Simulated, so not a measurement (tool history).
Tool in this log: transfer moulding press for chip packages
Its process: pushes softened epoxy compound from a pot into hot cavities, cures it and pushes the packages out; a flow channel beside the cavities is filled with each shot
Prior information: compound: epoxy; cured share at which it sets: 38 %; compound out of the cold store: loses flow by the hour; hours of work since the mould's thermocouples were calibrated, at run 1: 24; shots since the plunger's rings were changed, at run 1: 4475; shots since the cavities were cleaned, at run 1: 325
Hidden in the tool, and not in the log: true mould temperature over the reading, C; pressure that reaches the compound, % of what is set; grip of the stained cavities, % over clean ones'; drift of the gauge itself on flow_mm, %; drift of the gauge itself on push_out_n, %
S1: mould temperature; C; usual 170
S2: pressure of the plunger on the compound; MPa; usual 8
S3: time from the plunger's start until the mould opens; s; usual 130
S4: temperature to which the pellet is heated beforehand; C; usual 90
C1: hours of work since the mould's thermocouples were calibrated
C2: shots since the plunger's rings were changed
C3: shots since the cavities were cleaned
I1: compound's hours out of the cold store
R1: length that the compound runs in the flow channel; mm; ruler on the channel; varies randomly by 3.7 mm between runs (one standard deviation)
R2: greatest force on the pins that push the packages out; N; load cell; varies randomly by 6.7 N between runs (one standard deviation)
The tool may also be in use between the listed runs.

{"run": 1, "hour": 0.0, "S1": 170, "S2": 8, "S3": 130, "S4": 90, "C1": 24, "C2": 4475, "C3": 325, "I1": 26.1, "R1": 529, "R2": 388}
{"hour": 31.7, "done": "plunger's sealing rings changed"}
{"hour": 41.8, "done": "cavities cleaned with cleaning compound and waxed"}
{"run": 2, "hour": 61.5, "S1": 170, "S2": 8, "S3": 130, "S4": 90, "C1": 52, "C2": 187, "C3": 130, "I1": 40.9, "R1": 533, "R2": 315}
{"run": 3, "hour": 113.8, "S1": 170, "S2": 8, "S3": 130, "S4": 90, "C1": 77, "C2": 530, "C3": 473, "I1": 25.4, "R1": 556, "R2": 431}
{"hour": 129.3, "done": "cavities cleaned with cleaning compound and waxed"}
{"run": 4, "hour": 169.6, "S1": 170, "S2": 8, "S3": 130, "S4": 90, "C1": 103, "C2": 887, "C3": 265, "I1": 28.4, "R1": 553, "R2": 374}
{"hour": 216.2, "done": "cavities cleaned with cleaning compound and waxed"}
{"run": 5, "hour": 219.9, "S1": 175, "S2": 8, "S3": 130, "S4": 90, "C1": 127, "C2": 1208, "C3": 25, "I1": 9.3, "R1": 585, "R2": 255}
{"run": 6, "hour": 251.5, "S1": 175, "S2": 8, "S3": 130, "S4": 90, "C1": 142, "C2": 1415, "C3": 232, "I1": 45.9, "R1": 503, "R2": 335}
{"run": 7, "hour": 296.0, "S1": 175, "S2": 8, "S3": 130, "S4": 90, "C1": 164, "C2": 1708, "C3": 525, "I1": 36.9, "R1": 519, "R2": 398}
{"hour": 305.1, "done": "cavities cleaned with cleaning compound and waxed"}
{"run": 8, "hour": 336.6, "S1": 175, "S2": 8, "S3": 130, "S4": 90, "C1": 183, "C2": 1965, "C3": 207, "I1": 44.4, "R1": 499, "R2": 335}
{"hour": 391.9, "done": "cavities cleaned with cleaning compound and waxed"}
{"run": 9, "hour": 392.4, "S1": 170, "S2": 6.06, "S3": 130, "S4": 90, "C1": 209, "C2": 2321, "C3": 3, "I1": 13.4, "R1": 503, "R2": 283}
{"run": 10, "hour": 454.1, "S1": 170, "S2": 6.06, "S3": 130, "S4": 90, "C1": 239, "C2": 2727, "C3": 409, "I1": 27, "R1": 472, "R2": 433}
{"hour": 480.7, "done": "cavities cleaned with cleaning compound and waxed"}
{"run": 11, "hour": 511.8, "S1": 170, "S2": 8, "S3": 130, "S4": 90, "C1": 266, "C2": 3096, "C3": 204, "I1": 39.5, "R1": 510, "R2": 353}
{"run": 12, "hour": 543.2, "S1": 170, "S2": 8, "S3": 130, "S4": 90, "C1": 281, "C2": 3303, "C3": 411, "I1": 20.7, "R1": 554, "R2": 412}
{"hour": 567.3, "done": "cavities cleaned with cleaning compound and waxed"}
{"run": 13, "hour": 578.9, "S1": 170, "S2": 8, "S3": 118, "S4": 90, "C1": 298, "C2": 3527, "C3": 76, "I1": 10.8, "R1": 575, "R2": 349}
{"run": 14, "hour": 634.9, "S1": 170, "S2": 8, "S3": 118, "S4": 90, "C1": 325, "C2": 3895, "C3": 444, "I1": 44.7, "R1": 496, "R2": 460}
{"hour": 655.7, "done": "cavities cleaned with cleaning compound and waxed"}
{"run": 15, "hour": 675.2, "S1": 171, "S2": 9.55, "S3": 159, "S4": 90, "C1": 344, "C2": 4150, "C3": 128, "I1": 38.5, "R1": 550, "R2": 299}
{"hour": 679.8, "done": "mould's thermocouples calibrated"}
{"run": 16, "hour": 716.5, "S1": 171, "S2": 9.55, "S3": 159, "S4": 90, "C1": 18, "C2": 4408, "C3": 386, "I1": 25.5, "R1": 587, "R2": 365}
{"hour": 743.5, "done": "cavities cleaned with cleaning compound and waxed"}
{"run": 17, "hour": 754.6, "S1": 170, "S2": 8, "S3": 115, "S4": 90, "C1": 35, "C2": 4649, "C3": 73, "I1": 45.4, "R1": 490, "R2": 351}
{"hour": 760.6, "done": "plunger's sealing rings changed"}
{"run": 18, "hour": 815.2, "S1": 177, "S2": 8, "S3": 130, "S4": 90, "C1": 64, "C2": 358, "C3": 454, "I1": 15.1, "R1": 574, "R2": 395}
{"hour": 836.1, "done": "cavities cleaned with cleaning compound and waxed"}
{"hour": 852.5, "done": "mould's thermocouples calibrated, once more"}
{"run": 19, "hour": 861.5, "S1": 177, "S2": 8, "S3": 130, "S4": 90, "C1": 4, "C2": 640, "C3": 154, "I1": 44.3, "R1": 512, "R2": 306}
{"run": 20, "hour": 901.3, "S1": 174, "S2": 8, "S3": 130, "S4": 98, "C1": 24, "C2": 901, "C3": 415, "I1": 28.8, "R1": 541, "R2": 385}
{"hour": 924.4, "done": "cavities cleaned with cleaning compound and waxed"}
{"run": 21, "hour": 937.2, "S1": 174, "S2": 8, "S3": 130, "S4": 98, "C1": 40, "C2": 1127, "C3": 84, "I1": 34.5, "R1": 534, "R2": 275}
{"run": 22, "hour": 962.5, "S1": 170, "S2": 8, "S3": 146, "S4": 95, "C1": 52, "C2": 1293, "C3": 250, "I1": 18.9, "R1": 566, "R2": 345}
{"run": 23, "hour": 993.3, "S1": 170, "S2": 8, "S3": 146, "S4": 95, "C1": 67, "C2": 1496, "C3": 453, "I1": 37.7, "R1": 524, "R2": 384}
{"hour": 1010.6, "done": "cavities cleaned with cleaning compound and waxed"}
{"run": 24, "hour": 1031.3, "S1": 170, "S2": 8, "S3": 146, "S4": 95, "C1": 85, "C2": 1736, "C3": 136, "I1": 42.1, "R1": 517, "R2": 297}
{"run": 25, "hour": 1090.2, "S1": 166, "S2": 8, "S3": 162, "S4": 90, "C1": 114, "C2": 2122, "C3": 522, "I1": 41.8, "R1": 516, "R2": 408}
{"hour": 1100.0, "done": "cavities cleaned with cleaning compound and waxed"}
{"run": 26, "hour": 1121.3, "S1": 169, "S2": 6.51, "S3": 130, "S4": 99, "C1": 128, "C2": 2317, "C3": 140, "I1": 28.5, "R1": 482, "R2": 337}
{"run": 27, "hour": 1163.0, "S1": 169, "S2": 7.82, "S3": 130, "S4": 82, "C1": 148, "C2": 2591, "C3": 414, "I1": 40.2, "R1": 509, "R2": 430}
{"hour": 1186.8, "done": "cavities cleaned with cleaning compound and waxed"}
{"run": 28, "hour": 1212.5, "S1": 169, "S2": 7.82, "S3": 130, "S4": 82, "C1": 171, "C2": 2906, "C3": 168, "I1": 12.3, "R1": 568, "R2": 361}

Take each entry between the runs: how does the hidden state at the last listed run before it differ from the hidden state at the first listed run after it?
Between runs 1 and 2: plunger's sealing rings changed (hour 31.7); cavities cleaned with cleaning compound and waxed (hour 41.8)
  true mould temperature over the reading, C: 0.36 -> 0.32; pressure that reaches the compound, % of what is set: 89.17 -> 99.44; grip of the stained cavities, % over clean ones': 42.9 -> 20.5
  difference, measured minus the result without the unlogged condition, R1: -32 -> -2 mm; R2: +112 -> +52 N
Between runs 3 and 4: cavities cleaned with cleaning compound and waxed (hour 129.3)
  true mould temperature over the reading, C: 0.28 -> 0.23; pressure that reaches the compound, % of what is set: 98.54 -> 97.67; grip of the stained cavities, % over clean ones': 60.9 -> 39.5
  difference, measured minus the result without the unlogged condition, R1: -4 -> -6 mm; R2: +161 -> +103 N
Between runs 4 and 5: cavities cleaned with cleaning compound and waxed (hour 216.2)
  true mould temperature over the reading, C: 0.23 -> 0.2; pressure that reaches the compound, % of what is set: 97.67 -> 96.88; grip of the stained cavities, % over clean ones': 39.5 -> 5.3
  difference, measured minus the result without the unlogged condition, R1: -6 -> -10 mm; R2: +103 -> +12 N
Between runs 7 and 8: cavities cleaned with cleaning compound and waxed (hour 305.1)
  true mould temperature over the reading, C: 0.14 -> 0.11; pressure that reaches the compound, % of what is set: 95.65 -> 95.01; grip of the stained cavities, % over clean ones': 64.2 -> 33.1
  difference, measured minus the result without the unlogged condition, R1: -11 -> -13 mm; R2: +157 -> +83 N
Between runs 8 and 9: cavities cleaned with cleaning compound and waxed (hour 391.9)
  true mould temperature over the reading, C: 0.11 -> 0.07; pressure that reaches the compound, % of what is set: 95.01 -> 94.12; grip of the stained cavities, % over clean ones': 33.1 -> 1.1
  difference, measured minus the result without the unlogged condition, R1: -13 -> -16 mm; R2: +83 -> +3 N
Between runs 10 and 11: cavities cleaned with cleaning compound and waxed (hour 480.7)
  true mould temperature over the reading, C: 0.02 -> -0.02; pressure that reaches the compound, % of what is set: 93.07 -> 92.12; grip of the stained cavities, % over clean ones': 54.8 -> 32.4
  difference, measured minus the result without the unlogged condition, R1: -17 -> -22 mm; R2: +152 -> +88 N
Between runs 12 and 13: cavities cleaned with cleaning compound and waxed (hour 567.3)
  true mould temperature over the reading, C: -0.04 -> -0.07; pressure that reaches the compound, % of what is set: 91.61 -> 91; grip of the stained cavities, % over clean ones': 53.6 -> 15.7
  difference, measured minus the result without the unlogged condition, R1: -25 -> -28 mm; R2: +147 -> +48 N
Between runs 14 and 15: cavities cleaned with cleaning compound and waxed (hour 655.7)
  true mould temperature over the reading, C: -0.11 -> -0.14; pressure that reaches the compound, % of what is set: 90.08 -> 89.46; grip of the stained cavities, % over clean ones': 57.5 -> 19.8
  difference, measured minus the result without the unlogged condition, R1: -27 -> -31 mm; R2: +171 -> +49 N
Between runs 15 and 16: mould's thermocouples calibrated (hour 679.8)
  true mould temperature over the reading, C: -0.14 -> -0.19; pressure that reaches the compound, % of what is set: 89.46 -> 88.85; grip of the stained cavities, % over clean ones': 19.8 -> 50.4
  difference, measured minus the result without the unlogged condition, R1: -31 -> -35 mm; R2: +49 -> +122 N
Between runs 16 and 17: cavities cleaned with cleaning compound and waxed (hour 743.5)
  true mould temperature over the reading, C: -0.19 -> -0.23; pressure that reaches the compound, % of what is set: 88.85 -> 88.18; grip of the stained cavities, % over clean ones': 50.4 -> 14.5
  difference, measured minus the result without the unlogged condition, R1: -35 -> -32 mm; R2: +122 -> +48 N
Between runs 17 and 18: plunger's sealing rings changed (hour 760.6)
  true mould temperature over the reading, C: -0.23 -> -0.27; pressure that reaches the compound, % of what is set: 88.18 -> 98.82; grip of the stained cavities, % over clean ones': 14.5 -> 59.4
  difference, measured minus the result without the unlogged condition, R1: -32 -> -3 mm; R2: +48 -> +148 N
Between runs 18 and 19: cavities cleaned with cleaning compound and waxed (hour 836.1); mould's thermocouples calibrated, once more (hour 852.5)
  true mould temperature over the reading, C: -0.27 -> 0.05; pressure that reaches the compound, % of what is set: 98.82 -> 98.09; grip of the stained cavities, % over clean ones': 59.4 -> 26.8
  difference, measured minus the result without the unlogged condition, R1: -3 -> -5 mm; R2: +148 -> +65 N
Between runs 20 and 21: cavities cleaned with cleaning compound and waxed (hour 924.4)
  true mould temperature over the reading, C: 0.02 -> 0; pressure that reaches the compound, % of what is set: 97.45 -> 96.81; grip of the stained cavities, % over clean ones': 54.9 -> 13.6
  difference, measured minus the result without the unlogged condition, R1: -7 -> -9 mm; R2: +138 -> +35 N
Between runs 23 and 24: cavities cleaned with cleaning compound and waxed (hour 1010.6)
  true mould temperature over the reading, C: -0.04 -> -0.07; pressure that reaches the compound, % of what is set: 95.83 -> 95.21; grip of the stained cavities, % over clean ones': 57.1 -> 19.9
  difference, measured minus the result without the unlogged condition, R1: -11 -> -13 mm; R2: +139 -> +49 N
Between runs 25 and 26: cavities cleaned with cleaning compound and waxed (hour 1100)
  true mould temperature over the reading, C: -0.12 -> -0.14; pressure that reaches the compound, % of what is set: 94.14 -> 93.62; grip of the stained cavities, % over clean ones': 61.7 -> 22.8
  difference, measured minus the result without the unlogged condition, R1: -16 -> -16 mm; R2: +156 -> +64 N
Between runs 27 and 28: cavities cleaned with cleaning compound and waxed (hour 1186.8)
  true mould temperature over the reading, C: -0.17 -> -0.21; pressure that reaches the compound, % of what is set: 92.91 -> 92.09; grip of the stained cavities, % over clean ones': 54.3 -> 27.9
  difference, measured minus the result without the unlogged condition, R1: -18 -> -23 mm; R2: +154 -> +82 N
